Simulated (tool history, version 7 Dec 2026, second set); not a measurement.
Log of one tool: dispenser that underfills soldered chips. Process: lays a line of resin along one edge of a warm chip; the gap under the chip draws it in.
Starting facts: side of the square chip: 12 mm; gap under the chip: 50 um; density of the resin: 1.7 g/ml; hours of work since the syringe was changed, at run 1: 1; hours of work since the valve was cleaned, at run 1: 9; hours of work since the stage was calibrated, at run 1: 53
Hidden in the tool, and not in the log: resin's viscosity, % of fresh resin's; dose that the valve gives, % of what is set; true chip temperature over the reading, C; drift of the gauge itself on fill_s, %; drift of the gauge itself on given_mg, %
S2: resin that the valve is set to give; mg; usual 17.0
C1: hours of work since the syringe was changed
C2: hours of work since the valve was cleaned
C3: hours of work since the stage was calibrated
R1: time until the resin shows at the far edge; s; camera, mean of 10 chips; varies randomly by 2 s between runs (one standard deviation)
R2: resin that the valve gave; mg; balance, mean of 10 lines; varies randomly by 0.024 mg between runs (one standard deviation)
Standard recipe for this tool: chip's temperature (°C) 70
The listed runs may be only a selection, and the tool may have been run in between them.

Run 1, hour 0.0: usual settings; C1 1; C2 9; C3 53. Result: R1 214.6 s, R2 16.98 mg.
Run 2, hour 5.4: usual settings; C1 5; C2 13; C3 56. Result: R1 275.2 s, R2 16.92 mg.
At hour 6.5: new syringe of resin.
Run 3, hour 13.2: usual settings; C1 5; C2 18; C3 61. Result: R1 262.0 s, R2 16.85 mg.
At hour 14.5: new syringe of resin.
Run 4, hour 17.0: usual settings; C1 2; C2 20; C3 64. Result: R1 216.5 s, R2 16.87 mg.
At hour 22.6: new syringe of resin.
Run 5, hour 24.8: usual settings; C1 1; C2 25; C3 69. Result: R1 221.3 s, R2 16.80 mg.
Run 6, hour 30.1: usual settings; C1 5; C2 29; C3 72. Result: R1 285.1 s, R2 16.76 mg.
At hour 31.1: new syringe of resin.
Run 7, hour 35.6: usual settings; C1 3; C2 32; C3 76. Result: R1 241.8 s, R2 16.77 mg.
At hour 39.5: new syringe of resin.
Run 8, hour 42.8: usual settings; C1 2; C2 37; C3 80. Result: R1 227.9 s, R2 16.71 mg.
At hour 47.5: new syringe of resin.
Run 9, hour 48.8: usual settings; C1 1; C2 41; C3 84. Result: R1 204.6 s, R2 16.63 mg.
At hour 55.6: new syringe of resin.
Run 10, hour 56.8: usual settings but S2 18.2 mg; C1 1; C2 46; C3 89. Result: R1 204.1 s, R2 17.82 mg.
Run 11, hour 62.2: usual settings but S2 18.2 mg; C1 4; C2 50; C3 93. Result: R1 261.5 s, R2 17.77 mg.
At hour 63.5: new syringe of resin.
Run 12, hour 70.1: usual settings but chip's temperature (°C) 72; C1 4; C2 55; C3 98. Result: R1 248.6 s, R2 16.60 mg.
At hour 71.7: new syringe of resin.
Run 13, hour 76.4: usual settings but chip's temperature (°C) 72; C1 3; C2 59; C3 102. Result: R1 230.8 s, R2 16.56 mg.
At hour 79.9: new syringe of resin.
Run 14, hour 83.6: usual settings but chip's temperature (°C) 72; C1 3; C2 63; C3 107. Result: R1 216.7 s, R2 16.52 mg.
At hour 87.9: new syringe of resin.
At hour 90.2: dispensing valve cleaned and set on the balance.
Run 15, hour 92.1: usual settings but chip's temperature (°C) 72; C1 2; C2 1; C3 112. Result: R1 208.3 s, R2 16.95 mg.
At hour 97.3: new syringe of resin.
Run 16, hour 98.9: usual settings; C1 1; C2 6; C3 116. Result: R1 203.7 s, R2 16.96 mg.
Run 17, hour 103.3: usual settings; C1 4; C2 9; C3 119. Result: R1 255.4 s, R2 16.93 mg.
At hour 105.6: new syringe of resin.
Run 18, hour 111.4: usual settings but chip's temperature (°C) 81; C1 4; C2 14; C3 124. Result: R1 180.3 s, R2 16.87 mg.
At hour 113.8: new syringe of resin.
Run 19, hour 118.5: usual settings but chip's temperature (°C) 65, S2 15.6 mg; C1 3; C2 19; C3 129. Result: R1 289.2 s, R2 15.41 mg.
At hour 122.2: new syringe of resin.
Run 20, hour 126.8: usual settings but chip's temperature (°C) 66, S2 18.3 mg; C1 3; C2 24; C3 134. Result: R1 270.9 s, R2 18.11 mg.
At hour 130.3: new syringe of resin.
Run 21, hour 130.7: usual settings but chip's temperature (°C) 77, S2 19.1 mg; C1 0; C2 26; C3 137. Result: R1 148.7 s, R2 18.87 mg.
Run 22, hour 136.5: usual settings but chip's temperature (°C) 77, S2 17.2 mg; C1 4; C2 30; C3 141. Result: R1 209.7 s, R2 16.94 mg.
At hour 138.3: new syringe of resin.
Run 23, hour 141.3: usual settings but chip's temperature (°C) 58, S2 17.2 mg; C1 2; C2 33; C3 144. Result: R1 345.2 s, R2 16.96 mg.
At hour 146.4: new syringe of resin.
Run 24, hour 147.8: usual settings but chip's temperature (°C) 58, S2 17.2 mg; C1 1; C2 37; C3 148. Result: R1 319.2 s, R2 16.92 mg.
At hour 154.7: new syringe of resin.
Run 25, hour 155.6: usual settings but chip's temperature (°C) 85, S2 20.1 mg; C1 1; C2 43; C3 153. Result: R1 117.8 s, R2 19.69 mg.
At hour 163.0: new syringe of resin.
Run 26, hour 163.6: usual settings but chip's temperature (°C) 71; C1 0; C2 48; C3 158. Result: R1 194.7 s, R2 16.62 mg.
Run 27, hour 169.5: usual settings but chip's temperature (°C) 71; C1 4; C2 52; C3 162. Result: R1 257.8 s, R2 16.58 mg.
At hour 171.5: new syringe of resin.
Run 28, hour 174.3: usual settings but chip's temperature (°C) 83, S2 15.7 mg; C1 2; C2 55; C3 165. Result: R1 146.3 s, R2 15.29 mg.
At hour 179.6: new syringe of resin.
Run 29, hour 181.8: usual settings but chip's temperature (°C) 57, S2 18.9 mg; C1 1; C2 60; C3 170. Result: R1 334.6 s, R2 18.37 mg.
At hour 187.9: new syringe of resin.
Run 30, hour 189.9: usual settings but chip's temperature (°C) 69, S2 16.2 mg; C1 1; C2 65; C3 175. Result: R1 219.3 s, R2 15.68 mg.
At hour 194.2: dispensing valve cleaned and set on the balance.
Run 31, hour 196.1: usual settings but chip's temperature (°C) 60, S2 14.5 mg; C1 5; C2 1; C3 179. Result: R1 404.2 s, R2 14.48 mg.
At hour 197.4: new syringe of resin.
Run 32, hour 203.8: usual settings but chip's temperature (°C) 57, S2 19.2 mg; C1 4; C2 6; C3 184. Result: R1 402.9 s, R2 19.20 mg.
At hour 205.4: new syringe of resin.
Run 33, hour 210.2: usual settings but chip's temperature (°C) 57, S2 19.2 mg; C1 3; C2 10; C3 188. Result: R1 372.1 s, R2 19.14 mg.
At hour 213.3: new syringe of resin.
Run 34, hour 214.9: usual settings but chip's temperature (°C) 68, S2 17.6 mg; C1 1; C2 13; C3 191. Result: R1 223.8 s, R2 17.50 mg.

Alternative continuations, all from the tool just after run 34; predict every row:
At hour 221.5: new syringe of resin.
Run A, hour 222.9: usual settings but chip's temperature (°C) 67, S2 20.5 mg; C1 1; C2 19; C3 196. Result: R1 ?, R2 ?.
At hour 221.5: new syringe of resin.
Run B, hour 222.9: usual settings but chip's temperature (°C) 56, S2 21.6 mg; C1 1; C2 19; C3 196. Result: R1 ?, R2 ?.
At hour 221.5: new syringe of resin.
Run C, hour 222.9: usual settings but chip's temperature (°C) 73, S2 19.0 mg; C1 1; C2 19; C3 196. Result: R1 ?, R2 ?.
At hour 221.5: new syringe of resin.
Run D, hour 222.9: usual settings but chip's temperature (°C) 65, S2 16.2 mg; C1 1; C2 19; C3 196. Result: R1 ?, R2 ?.

run     R1     R2
  A  218.2  20.36
  B  324.8  21.46
  C  176.3  18.84
  D  242.3  16.08
Take away the tool's hidden state, keep each run's random variation, and the runs would have read:
run     R1     R2
  A  215.0  20.50
  B  321.1  21.60
  C  173.3  18.97
  D  238.5  16.19

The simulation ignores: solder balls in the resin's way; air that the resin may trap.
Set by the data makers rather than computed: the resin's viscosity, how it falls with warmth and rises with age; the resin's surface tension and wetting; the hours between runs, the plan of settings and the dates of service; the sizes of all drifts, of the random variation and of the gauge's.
